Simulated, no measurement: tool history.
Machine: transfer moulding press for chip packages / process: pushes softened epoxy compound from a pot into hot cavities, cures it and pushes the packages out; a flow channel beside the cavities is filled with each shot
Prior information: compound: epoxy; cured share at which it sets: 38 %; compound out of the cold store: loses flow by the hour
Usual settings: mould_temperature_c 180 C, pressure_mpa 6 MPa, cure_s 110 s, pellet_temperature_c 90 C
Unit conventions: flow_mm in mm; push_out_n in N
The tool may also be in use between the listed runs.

run,hour,mould_temperature_c,pressure_mpa,cure_s,pellet_temperature_c,incoming compound's hours out of the cold store,flow_mm,push_out_n
1,0,180,6,110,90,44.8,739,230
2,13.7,180,6,110,90,31.9,788,244
3,29.3,180,6,132,90,15.4,859,240
# hour 50.9: cavities cleaned with cleaning compound and waxed
4,56.9,184,6,110,90,8.3,866,300
5,81.8,180,6,118,90,29,798,311
6,98.1,180,6,118,90,34.9,776,323
7,120.9,180,5.83,110,90,17.5,835,365
# hour 124.9: cavities cleaned with cleaning compound and waxed, once more
8,143.4,180,6,110,90,24.5,808,221
9,165.5,180,6,110,90,16.1,854,256
10,184.2,180,6,110,90,12.2,870,277
11,196.8,180,5.16,110,90,36.2,711,293
# hour 209.7: cavities cleaned with cleaning compound and waxed
12,216.3,180,5.16,110,90,40.5,697,206
13,234.5,180,6,95,90,28.1,791,271
14,256.1,180,6,110,90,45.9,721,251
15,282.1,180,6,110,90,16,835,287
# hour 295.3: cavities cleaned with cleaning compound and waxed
16,300.7,180,6,110,90,28.7,785,211
# hour 314.3: plunger's sealing rings changed
17,327.3,180,6,110,90,31.4,797,251
18,346.6,175,6,109,90,30,812,314
19,363.4,181,4.97,109,95,16,778,280
# hour 383.3: cavities cleaned with cleaning compound and waxed
20,391.4,178,5.01,109,92,12.3,807,248
21,409.3,175,6,97,88,26.8,831,357
22,432.2,180,6,110,88,10.3,878,260
23,453.9,180,6,110,88,11.4,877,293
# hour 469.3: cavities cleaned with cleaning compound and waxed
24,478.3,179,6,110,88,24.5,820,222
25,495,179,5.81,107,91,23.3,809,230
26,510.2,173,6,110,90,19.1,860,354
27,535.6,173,6,110,90,46,749,351
# hour 553.8: cavities cleaned with cleaning compound and waxed
28,560.3,173,6,110,90,35.3,796,262

Forecast each of these 3 alternatives for the next run:
A,586.5,173,4.67,102,90,36.7,?,?
B,586.5,173,6.09,110,90,32.6,?,?
C,586.5,186,6,110,90,33.6,?,?

run,flow_mm,push_out_n
A,691,353
B,803,317
C,744,217
With the hidden condition removed and each run's random variation left untouched, the same runs would have given:
run,flow_mm,push_out_n
A,709,295
B,824,265
C,763,174

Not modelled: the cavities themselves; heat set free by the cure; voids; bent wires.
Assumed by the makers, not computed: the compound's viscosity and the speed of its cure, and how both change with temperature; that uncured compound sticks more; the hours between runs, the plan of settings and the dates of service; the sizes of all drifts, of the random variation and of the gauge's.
